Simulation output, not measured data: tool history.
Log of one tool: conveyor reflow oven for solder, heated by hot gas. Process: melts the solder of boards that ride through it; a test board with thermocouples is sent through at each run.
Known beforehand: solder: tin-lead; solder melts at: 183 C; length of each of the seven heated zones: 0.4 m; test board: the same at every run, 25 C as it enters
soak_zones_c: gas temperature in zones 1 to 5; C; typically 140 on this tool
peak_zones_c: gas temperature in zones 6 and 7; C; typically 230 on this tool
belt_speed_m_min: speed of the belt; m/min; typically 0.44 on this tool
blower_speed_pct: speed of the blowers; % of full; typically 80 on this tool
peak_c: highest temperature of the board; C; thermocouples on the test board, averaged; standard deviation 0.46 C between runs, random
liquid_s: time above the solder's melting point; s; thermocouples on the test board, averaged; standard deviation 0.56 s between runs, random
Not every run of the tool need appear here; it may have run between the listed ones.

run     day  soak_zones_c  peak_zones_c  belt_speed_m_min  blower_speed_pct  peak_c  liquid_s
  1       0           140           230              0.44                80   220.4        88
  2   1.067           140           230              0.44                80   220.2      86.6
  3   2.758           140           230             0.379                80   224.6     107.1
      4.796  -- flux residue cleaned out of gas plates and filters
  4   4.942           140           230             0.379                80   226.1     109.8
  5   6.242           126           230              0.44                80   221.8        83
  6   8.021           140           228              0.44                80   221.2      89.8
  7   9.717           140           228              0.44                80   220.5      89.6
  8  10.812           140           228              0.44                80   220.2      89.8
  9  11.971           140           228              0.44                80     220      88.7
 10  13.821           140           230              0.44                80   222.9      89.6
 11  15.275           140           230              0.44                80   222.3      88.9
 12  16.617           140           230              0.44                78     222      90.6
 13  17.675           140           230              0.44                78   222.3      89.1
 14  19.796           140           230              0.44                89   224.6      91.3
 15  20.921           140           230              0.44                80   222.3      88.6
 16  23.142           140           223              0.44                62   211.7      78.4
 17  24.438           137           223             0.432                78   215.4      84.7
 18  25.917           140           243             0.458                63   229.3      91.3
 19  27.121           140           230             0.385                62     222     103.3
 20  28.162           140           241             0.385                62   232.5     112.7
     28.475  -- belt drive overhauled, speed set with a stopwatch
     29.112  -- flux residue cleaned out of gas plates and filters
 21  30.421           147           234              0.44                66   225.7      96.9
 22  32.375           147           234              0.44                66   226.9      96.8
     33.842  -- belt drive overhauled, speed set with a stopwatch, once more
 23  34.708           149           227             0.468                80   220.3        86
 24    36.9           149           227             0.468                79   219.8      86.6
 25  38.896           149           227             0.434                79   222.1      95.1
 26  40.642           149           227             0.434                79   221.5      95.5
 27  42.233           154           241             0.458                65   230.3      99.8
 28  44.267           154           220             0.435                59   212.5      87.8
 29  45.912           154           242             0.435                59   231.4       106

Below are 5 alternative next runs, each starting from the tool's condition after run 29. Predict each:
  A  46.938           135           242             0.435                55       ?         ?
  B  46.938           140           240              0.44                61       ?         ?
  C  46.938           140           230             0.366                72       ?         ?
  D  46.938           153           220             0.435                59       ?         ?
  E  46.938           135           230             0.456                87       ?         ?

run  peak_c  liquid_s
  A   227.1      91.8
  B   226.8      94.5
  C   225.7     111.6
  D   212.3      87.4
  E   222.9      84.7
Take away the tool's hidden state, keep each run's random variation, and the runs would have read:
run  peak_c  liquid_s
  A   224.4      89.2
  B   224.1      92.1
  C   222.5     108.9
  D   209.4      84.1
  E   220.4      82.9

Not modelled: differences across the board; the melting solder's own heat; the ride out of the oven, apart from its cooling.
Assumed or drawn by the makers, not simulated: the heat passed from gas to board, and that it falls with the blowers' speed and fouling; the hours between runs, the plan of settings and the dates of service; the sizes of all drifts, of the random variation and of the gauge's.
